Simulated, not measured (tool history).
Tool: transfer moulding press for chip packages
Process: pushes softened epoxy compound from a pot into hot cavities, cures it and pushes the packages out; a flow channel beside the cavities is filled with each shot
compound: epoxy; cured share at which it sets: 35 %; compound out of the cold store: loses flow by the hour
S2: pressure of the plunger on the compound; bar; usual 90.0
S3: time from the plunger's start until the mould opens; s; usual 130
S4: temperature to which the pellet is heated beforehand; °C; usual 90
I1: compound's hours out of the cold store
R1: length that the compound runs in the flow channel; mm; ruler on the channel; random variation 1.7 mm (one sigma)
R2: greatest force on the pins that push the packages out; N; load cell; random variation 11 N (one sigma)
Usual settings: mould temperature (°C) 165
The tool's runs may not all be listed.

run 1 hour=0.0 | mould_temperature_(°C)=165 S2=90.0 S3=130 S4=90 | I1=31.9 | R1=469 R2=1069
-- hour=17.1 cavities cleaned with cleaning compound and waxed
run 2 hour=17.2 | mould_temperature_(°C)=165 S2=90.0 S3=120 S4=90 | I1=27.7 | R1=475 R2=1402
run 3 hour=24.8 | mould_temperature_(°C)=165 S2=90.0 S3=130 S4=90 | I1=20.4 | R1=491 R2=1218
run 4 hour=40.4 | mould_temperature_(°C)=165 S2=90.0 S3=130 S4=90 | I1=10.9 | R1=508 R2=1292
run 5 hour=47.9 | mould_temperature_(°C)=165 S2=90.0 S3=157 S4=90 | I1=47.7 | R1=438 R2=976
-- hour=54.4 cavities cleaned with cleaning compound and waxed, once more
run 6 hour=61.0 | mould_temperature_(°C)=165 S2=90.0 S3=157 S4=90 | I1=45.3 | R1=439 R2=495
run 7 hour=72.5 | mould_temperature_(°C)=165 S2=90.0 S3=157 S4=90 | I1=18.0 | R1=493 R2=587
run 8 hour=82.4 | mould_temperature_(°C)=165 S2=90.0 S3=157 S4=90 | I1=12.0 | R1=501 R2=641
run 9 hour=97.9 | mould_temperature_(°C)=165 S2=90.0 S3=130 S4=90 | I1=24.1 | R1=477 R2=891
run 10 hour=106.8 | mould_temperature_(°C)=170 S2=90.0 S3=130 S4=90 | I1=16.8 | R1=485 R2=781
run 11 hour=116.9 | mould_temperature_(°C)=170 S2=90.0 S3=130 S4=90 | I1=46.6 | R1=429 R2=829
run 12 hour=132.0 | mould_temperature_(°C)=170 S2=90.0 S3=130 S4=90 | I1=33.9 | R1=453 R2=826
run 13 hour=141.1 | mould_temperature_(°C)=170 S2=90.0 S3=130 S4=90 | I1=33.0 | R1=452 R2=867
-- hour=149.4 cavities cleaned with cleaning compound and waxed
run 14 hour=157.2 | mould_temperature_(°C)=170 S2=90.0 S3=130 S4=90 | I1=30.3 | R1=461 R2=489
run 15 hour=172.9 | mould_temperature_(°C)=170 S2=83.7 S3=130 S4=90 | I1=16.8 | R1=467 R2=652
run 16 hour=186.5 | mould_temperature_(°C)=158 S2=74.5 S3=115 S4=89 | I1=47.7 | R1=398 R2=1607
-- hour=195.0 plunger's sealing rings changed
run 17 hour=199.8 | mould_temperature_(°C)=158 S2=74.5 S3=115 S4=89 | I1=34.8 | R1=453 R2=1798
run 18 hour=211.1 | mould_temperature_(°C)=158 S2=71.6 S3=150 S4=89 | I1=45.3 | R1=425 R2=1121
run 19 hour=223.1 | mould_temperature_(°C)=165 S2=90.0 S3=130 S4=94 | I1=8.1 | R1=547 R2=1053
run 20 hour=239.6 | mould_temperature_(°C)=159 S2=81.1 S3=132 S4=92 | I1=8.6 | R1=524 R2=1582
-- hour=247.1 cavities cleaned with cleaning compound and waxed
run 21 hour=249.0 | mould_temperature_(°C)=159 S2=87.2 S3=132 S4=100 | I1=15.3 | R1=528 R2=814
-- hour=252.1 mould's thermocouples calibrated
run 22 hour=264.6 | mould_temperature_(°C)=160 S2=90.0 S3=130 S4=88 | I1=19.7 | R1=521 R2=928
run 23 hour=280.9 | mould_temperature_(°C)=165 S2=88.1 S3=114 S4=90 | I1=40.3 | R1=468 R2=945
run 24 hour=292.2 | mould_temperature_(°C)=159 S2=83.4 S3=162 S4=91 | I1=45.9 | R1=454 R2=807
run 25 hour=306.3 | mould_temperature_(°C)=157 S2=72.6 S3=161 S4=81 | I1=20.4 | R1=466 R2=1063
run 26 hour=323.1 | mould_temperature_(°C)=161 S2=90.0 S3=130 S4=88 | I1=32.5 | R1=491 R2=1214
run 27 hour=335.1 | mould_temperature_(°C)=161 S2=90.0 S3=130 S4=88 | I1=42.7 | R1=472 R2=1242
-- hour=344.6 cavities cleaned with cleaning compound and waxed
run 28 hour=348.2 | mould_temperature_(°C)=161 S2=90.0 S3=130 S4=88 | I1=43.9 | R1=467 R2=719

3 ways to go on from here, each from the tool as it stands after run 28. What would each give?
run A hour=360.4 | mould_temperature_(°C)=158 S2=81.9 S3=128 S4=90 | I1=17.3 | R1=? R2=?
run B hour=360.4 | mould_temperature_(°C)=166 S2=90.0 S3=168 S4=86 | I1=36.4 | R1=? R2=?
run C hour=360.4 | mould_temperature_(°C)=163 S2=107.1 S3=130 S4=90 | I1=43.7 | R1=? R2=?

run=A R1=503 R2=1126
run=B R1=474 R2=554
run=C R1=509 R2=719
Without the tool's hidden state the same runs would have given:
run=A R1=513 R2=896
run=B R1=483 R2=435
run=C R1=519 R2=569

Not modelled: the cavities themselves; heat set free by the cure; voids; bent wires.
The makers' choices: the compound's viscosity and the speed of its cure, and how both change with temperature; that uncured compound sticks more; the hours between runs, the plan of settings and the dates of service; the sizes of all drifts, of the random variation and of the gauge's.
